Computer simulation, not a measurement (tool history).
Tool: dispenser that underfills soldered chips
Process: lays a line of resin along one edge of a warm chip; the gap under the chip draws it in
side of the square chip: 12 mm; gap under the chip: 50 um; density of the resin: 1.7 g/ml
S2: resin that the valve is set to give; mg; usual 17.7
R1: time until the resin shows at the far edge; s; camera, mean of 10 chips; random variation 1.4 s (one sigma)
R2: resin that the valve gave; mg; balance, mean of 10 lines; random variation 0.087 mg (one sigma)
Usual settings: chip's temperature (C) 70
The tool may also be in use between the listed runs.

Run 1, hour 0: usual settings. Result: R1 195.5 s, R2 17.31 mg.
Run 2, hour 10.3: usual settings. Result: R1 210 s, R2 17.1 mg.
Run 3, hour 23.8: usual settings. Result: R1 151.3 s, R2 17.09 mg.
Run 4, hour 37.6: usual settings. Result: R1 198.2 s, R2 16.72 mg.
Run 5, hour 52.7: usual settings but S2 21.5 mg. Result: R1 150.7 s, R2 20.22 mg.
Run 6, hour 64.4: usual settings but chip's temperature (C) 73. Result: R1 152.2 s, R2 16.65 mg.
Run 7, hour 72.2: usual settings but S2 17.2 mg. Result: R1 172 s, R2 16.13 mg.
Run 8, hour 82.4: usual settings but S2 17.2 mg. Result: R1 180.1 s, R2 16.26 mg.
Run 9, hour 93.4: usual settings but S2 17.2 mg. Result: R1 192.6 s, R2 15.91 mg.
Run 10, hour 107.6: usual settings but chip's temperature (C) 85, S2 20.6 mg. Result: R1 71.2 s, R2 18.84 mg.
Run 11, hour 115.2: usual settings but S2 17.6 mg. Result: R1 142 s, R2 16.18 mg.
Run 12, hour 128.1: usual settings but chip's temperature (C) 64, S2 22.1 mg. Result: R1 228.5 s, R2 20.24 mg.
Run 13, hour 136.4: usual settings but chip's temperature (C) 64, S2 22.1 mg. Result: R1 213 s, R2 20.1 mg.
Run 14, hour 149.2: usual settings but chip's temperature (C) 64, S2 22.1 mg. Result: R1 250.2 s, R2 21.93 mg.
Run 15, hour 160.6: usual settings but chip's temperature (C) 64, S2 22.1 mg. Result: R1 173.6 s, R2 21.87 mg.

Not shown: 19 entries that the log had between the listed runs. Between which runs, and how does the tool's hidden state differ before and after?
Between runs 1 and 2: new syringe of resin (hour 2.2)
  resin's viscosity, % of fresh resin's: 147.3 -> 156.6; dose that the valve gives, % of what is set: 96.92 -> 96.45; true chip temperature over the reading, C: -0.02 -> 0.01
  measured less the result without the state, R1: +63.8 -> +76.9 s; R2: -0.54 -> -0.63 mg
Between runs 2 and 3: new syringe of resin (hour 12); new syringe of resin (hour 21.6)
  resin's viscosity, % of fresh resin's: 156.6 -> 112.4; dose that the valve gives, % of what is set: 96.45 -> 95.88; true chip temperature over the reading, C: 0.01 -> 0.04
  measured less the result without the state, R1: +76.9 -> +17.5 s; R2: -0.63 -> -0.74 mg
Between runs 3 and 4: new syringe of resin (hour 30.7)
  resin's viscosity, % of fresh resin's: 112.4 -> 147.6; dose that the valve gives, % of what is set: 95.88 -> 95.28; true chip temperature over the reading, C: 0.04 -> 0.08
  measured less the result without the state, R1: +17.5 -> +64.7 s; R2: -0.74 -> -0.83 mg
Between runs 4 and 5: new syringe of resin (hour 40); new syringe of resin (hour 49.9)
  resin's viscosity, % of fresh resin's: 147.6 -> 116.5; dose that the valve gives, % of what is set: 95.28 -> 94.59; true chip temperature over the reading, C: 0.08 -> 0.12
  measured less the result without the state, R1: +64.7 -> +21.2 s; R2: -0.83 -> -1.16 mg
Between runs 5 and 6: new syringe of resin (hour 59.3)
  resin's viscosity, % of fresh resin's: 116.5 -> 132.8; dose that the valve gives, % of what is set: 94.59 -> 94.05; true chip temperature over the reading, C: 0.12 -> 0.15
  measured less the result without the state, R1: +21.2 -> +38.2 s; R2: -1.16 -> -1.05 mg
Between runs 6 and 7: new syringe of resin (hour 68.3)
  resin's viscosity, % of fresh resin's: 132.8 -> 124.8; dose that the valve gives, % of what is set: 94.05 -> 93.69; true chip temperature over the reading, C: 0.15 -> 0.18
  measured less the result without the state, R1: +38.2 -> +35 s; R2: -1.05 -> -1.09 mg
Between runs 7 and 8: new syringe of resin (hour 77.4)
  resin's viscosity, % of fresh resin's: 124.8 -> 132.2; dose that the valve gives, % of what is set: 93.69 -> 93.24; true chip temperature over the reading, C: 0.18 -> 0.2
  measured less the result without the state, R1: +35 -> +44.9 s; R2: -1.09 -> -1.16 mg
Between runs 8 and 9: new syringe of resin (hour 86.6)
  resin's viscosity, % of fresh resin's: 132.2 -> 143.7; dose that the valve gives, % of what is set: 93.24 -> 92.72; true chip temperature over the reading, C: 0.2 -> 0.23
  measured less the result without the state, R1: +44.9 -> +59.5 s; R2: -1.16 -> -1.26 mg
Between runs 9 and 10: new syringe of resin (hour 96.2); new syringe of resin (hour 105)
  resin's viscosity, % of fresh resin's: 143.7 -> 114.4; dose that the valve gives, % of what is set: 92.72 -> 92.1; true chip temperature over the reading, C: 0.23 -> 0.27
  measured less the result without the state, R1: +59.5 -> +8.7 s; R2: -1.26 -> -1.62 mg
Between runs 10 and 11: new syringe of resin (hour 114.3)
  resin's viscosity, % of fresh resin's: 114.4 -> 105.6; dose that the valve gives, % of what is set: 92.1 -> 91.76; true chip temperature over the reading, C: 0.27 -> 0.29
  measured less the result without the state, R1: +8.7 -> +8.2 s; R2: -1.62 -> -1.45 mg
Between runs 11 and 12: new syringe of resin (hour 123.7)
  resin's viscosity, % of fresh resin's: 105.6 -> 128.6; dose that the valve gives, % of what is set: 91.76 -> 91.15; true chip temperature over the reading, C: 0.29 -> 0.33
  measured less the result without the state, R1: +8.2 -> +49.1 s; R2: -1.45 -> -1.96 mg
Between runs 12 and 13: new syringe of resin (hour 132.7)
  resin's viscosity, % of fresh resin's: 128.6 -> 121.9; dose that the valve gives, % of what is set: 91.15 -> 90.8; true chip temperature over the reading, C: 0.33 -> 0.35
  measured less the result without the state, R1: +49.1 -> +36.4 s; R2: -1.96 -> -2.05 mg
Between runs 13 and 14: new syringe of resin (hour 141.6); dispensing valve cleaned and set on the balance (hour 144)
  resin's viscosity, % of fresh resin's: 121.9 -> 143.9; dose that the valve gives, % of what is set: 90.8 -> 99.36; true chip temperature over the reading, C: 0.35 -> 0.38
  measured less the result without the state, R1: +36.4 -> +72.8 s; R2: -2.05 -> -0.14 mg
Between runs 14 and 15: new syringe of resin (hour 152); new syringe of resin (hour 160.6)
  resin's viscosity, % of fresh resin's: 143.9 -> 98.6; dose that the valve gives, % of what is set: 99.36 -> 98.84; true chip temperature over the reading, C: 0.38 -> 0.41
  measured less the result without the state, R1: +72.8 -> -6.3 s; R2: -0.14 -> -0.25 mg

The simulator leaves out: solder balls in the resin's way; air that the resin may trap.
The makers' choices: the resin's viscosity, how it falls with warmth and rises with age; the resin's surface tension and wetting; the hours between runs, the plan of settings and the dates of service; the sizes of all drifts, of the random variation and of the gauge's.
